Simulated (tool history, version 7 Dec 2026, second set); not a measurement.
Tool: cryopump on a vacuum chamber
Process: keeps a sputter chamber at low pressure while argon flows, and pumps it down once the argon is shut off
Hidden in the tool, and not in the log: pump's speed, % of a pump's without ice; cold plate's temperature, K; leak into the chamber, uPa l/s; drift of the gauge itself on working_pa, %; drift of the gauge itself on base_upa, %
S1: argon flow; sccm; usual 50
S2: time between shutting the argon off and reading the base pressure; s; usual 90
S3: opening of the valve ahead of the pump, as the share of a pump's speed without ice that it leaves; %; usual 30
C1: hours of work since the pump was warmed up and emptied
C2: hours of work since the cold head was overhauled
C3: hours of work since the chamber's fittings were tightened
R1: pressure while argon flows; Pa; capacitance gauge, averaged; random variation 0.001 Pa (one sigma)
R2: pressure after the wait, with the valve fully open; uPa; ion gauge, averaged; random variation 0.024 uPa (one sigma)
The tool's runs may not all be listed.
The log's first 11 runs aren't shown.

run	hour	S1	S2	S3	C1	C2	C3	R1	R2
12	199.3	35	90	30	212	212	381	0.1522	1.36
13	219.1	35	90	30	225	225	395	0.1533	1.37
14	245.5	35	90	30	244	244	414	0.1552	1.38
15	262.5	35	90	30	256	256	426	0.1523	1.37
16	278.2	38	90	30	267	267	437	0.1685	1.4
17	293.1	38	90	30	277	277	447	0.1686	1.41
18	318.3	50	105	48	295	295	465	0.1383	1.33
19	329.5	50	36	48	303	303	473	0.1388	2.46
20	353.1	27	245	17	319	319	489	0.2099	1.04
21	372.2	42	186	24	333	333	503	0.2305	1.1
22	390.2	96	151	19	345	345	515	0.6651	1.21
23	409.7	25	151	19	359	359	529	0.1727	1.27
24	431.2	55	106	41	374	374	544	0.1789	1.45
25	454.1	92	104	53	390	390	560	0.2334	1.46
26	467	92	80	53	399	399	569	0.234	1.67
27	488.2	66	23	30	414	414	584	0.2937	3.59
28	514.3	98	78	21	433	433	602	0.6166	1.67
29	534.5	50	233	31	447	447	616	0.2147	1.18
30	549.9	45	196	56	458	458	627	0.1089	1.25
31	560.7	45	169	21	465	465	635	0.2841	1.34
32	581.1	64	52	29	479	479	649	0.2938	2.15
33	597.6	32	257	30	491	491	661	0.1419	1.21
34	611.8	32	257	19	501	501	671	0.2214	1.24

4 ways to go on from here, each from the tool as it stands after run 34. What would each give?
A	627.6	50	110	30	512	512	682	?	?
B	627.6	22	53	25	512	512	682	?	?
C	627.6	94	43	19	512	512	682	?	?
D	627.6	38	51	20	512	512	682	?	?

run	R1	R2
A	0.2226	1.53
B	0.1159	2.15
C	0.6586	2.49
D	0.2487	2.26
Without the tool's hidden state the same runs would have given:
run	R1	R2
A	0.2163	0.76
B	0.1132	1.36
C	0.6466	1.69
D	0.2439	1.46
